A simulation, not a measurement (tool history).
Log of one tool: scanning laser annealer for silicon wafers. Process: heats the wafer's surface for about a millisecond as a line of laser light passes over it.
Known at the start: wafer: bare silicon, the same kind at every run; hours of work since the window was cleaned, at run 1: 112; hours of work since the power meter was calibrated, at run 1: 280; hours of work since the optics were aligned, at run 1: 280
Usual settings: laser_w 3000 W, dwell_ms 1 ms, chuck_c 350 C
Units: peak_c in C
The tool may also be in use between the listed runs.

| run | hour | laser_w | dwell_ms | chuck_c | hours of work since the window was cleaned | hours of work since the power meter was calibrated | hours of work since the optics were aligned | peak_c |
|---|---|---|---|---|---|---|---|---|
| 1 | 0 | 3000 | 1 | 350 | 112 | 280 | 280 | 1165 |
| 2 | 47.1 | 3000 | 1 | 350 | 144 | 312 | 312 | 1161 |
| 3 | 77.9 | 3000 | 1 | 350 | 165 | 333 | 333 | 1158 |
| 4 | 131.3 | 3000 | 1 | 368 | 202 | 369 | 369 | 1169 |
| 5 | 190.5 | 3000 | 1 | 368 | 242 | 409 | 409 | 1165 |
| 6 | 225.1 | 3000 | 1 | 368 | 265 | 433 | 433 | 1161 |
| 7 | 265.2 | 3000 | 1 | 368 | 293 | 460 | 460 | 1162 |
|  | 305.4 | window over the wafer cleaned |
| 8 | 332.3 | 3000 | 1 | 350 | 18 | 504 | 504 | 1175 |
| 9 | 374.2 | 3000 | 1 | 350 | 47 | 533 | 533 | 1176 |
| 10 | 425.4 | 3000 | 1 | 350 | 82 | 567 | 567 | 1169 |
| 11 | 499.3 | 2681 | 1.14 | 377 | 132 | 617 | 617 | 1165 |
| 12 | 545.2 | 2851 | 1 | 350 | 163 | 649 | 649 | 1121 |
| 13 | 583.2 | 2851 | 1 | 350 | 189 | 674 | 674 | 1116 |
| 14 | 637.1 | 3000 | 0.92 | 338 | 225 | 711 | 711 | 1100 |
| 15 | 700.4 | 2791 | 1 | 350 | 268 | 754 | 754 | 1090 |
| 16 | 739.3 | 2675 | 0.98 | 350 | 295 | 781 | 781 | 1053 |
|  | 775.1 | window over the wafer cleaned |
| 17 | 786.5 | 3137 | 1 | 375 | 8 | 811 | 811 | 1234 |
| 18 | 840.4 | 3137 | 1 | 375 | 44 | 848 | 848 | 1226 |
| 19 | 904.4 | 3137 | 1 | 375 | 88 | 891 | 891 | 1216 |

The same runs without the tool's hidden state, with the same run-to-run variation:
The hidden state here: light that passes the window, % of a clean one's; laser's true power over the reading, %; width of the line over the set one, %; drift of the gauge itself on peak_c, C.
| run | peak_c |
|---|---|
| 1 | 1188 |
| 2 | 1188 |
| 3 | 1188 |
| 4 | 1204 |
| 5 | 1205 |
| 6 | 1204 |
| 7 | 1207 |
| 8 | 1186 |
| 9 | 1191 |
| 10 | 1188 |
| 11 | 1189 |
| 12 | 1149 |
| 13 | 1147 |
| 14 | 1136 |
| 15 | 1130 |
| 16 | 1093 |
| 17 | 1251 |
| 18 | 1247 |
| 19 | 1243 |

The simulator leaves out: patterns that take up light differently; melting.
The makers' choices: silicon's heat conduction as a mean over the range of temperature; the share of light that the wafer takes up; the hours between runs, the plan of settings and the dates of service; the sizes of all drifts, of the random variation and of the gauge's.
